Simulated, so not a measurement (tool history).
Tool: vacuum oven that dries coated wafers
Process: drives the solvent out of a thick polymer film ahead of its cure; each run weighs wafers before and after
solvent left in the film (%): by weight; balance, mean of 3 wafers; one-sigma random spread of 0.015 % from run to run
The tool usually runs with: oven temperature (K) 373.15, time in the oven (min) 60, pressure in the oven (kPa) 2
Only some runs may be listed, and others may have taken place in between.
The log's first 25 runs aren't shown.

run	hour	oven temperature (K)	time in the oven (min)	pressure in the oven (kPa)	solvent left in the film (%)
26	1635.4	384.15	106	3.03	0.67
# hour 1683.2: vacuum gauge cleaned of residue and calibrated, once more
27	1690.4	384.15	106	3.03	0.55
28	1763.1	368.15	60	2	2.56
# hour 1776.7: oven's thermocouples calibrated
29	1838	359.15	66	1.13	3.99
30	1885.1	373.15	53	4.5	2.7
31	1922.8	383.15	60	6.16	1.41
32	1995	376.15	60	5.64	2.14
33	2068.5	364.15	73	1.09	2.31
34	2135.1	364.15	73	4.54	3.47
35	2215.2	364.15	73	4.54	3.48
36	2296.9	364.15	73	4.27	3.41
37	2387.1	372.15	43	2	3.3
38	2432.6	372.15	43	2	3.34
39	2517.8	383.15	65	2	0.62
40	2591.2	383.15	38	7.62	2.69
41	2680.5	383.15	38	7.62	2.71
42	2745.4	382.15	108	2	0.44
43	2824.6	384.15	57	4.91	1.24
44	2882.5	387.15	62	1.43	0.42
45	2950.8	387.15	62	1.43	0.43
46	3032.6	361.15	60	2	4.52
47	3113.1	361.15	60	2	4.56

3 ways to go on from here, each from the tool as it stands after run 47. What would each give?
A	3167.6	360.15	60	6.78	?
B	3167.6	373.15	104	2	?
C	3167.6	371.15	60	2	?

run	solvent left in the film (%)
A	6.53
B	0.84
C	2.22
Without the tool's unlogged condition, the same runs would have read:
run	solvent left in the film (%)
A	6.19
B	0.69
C	2

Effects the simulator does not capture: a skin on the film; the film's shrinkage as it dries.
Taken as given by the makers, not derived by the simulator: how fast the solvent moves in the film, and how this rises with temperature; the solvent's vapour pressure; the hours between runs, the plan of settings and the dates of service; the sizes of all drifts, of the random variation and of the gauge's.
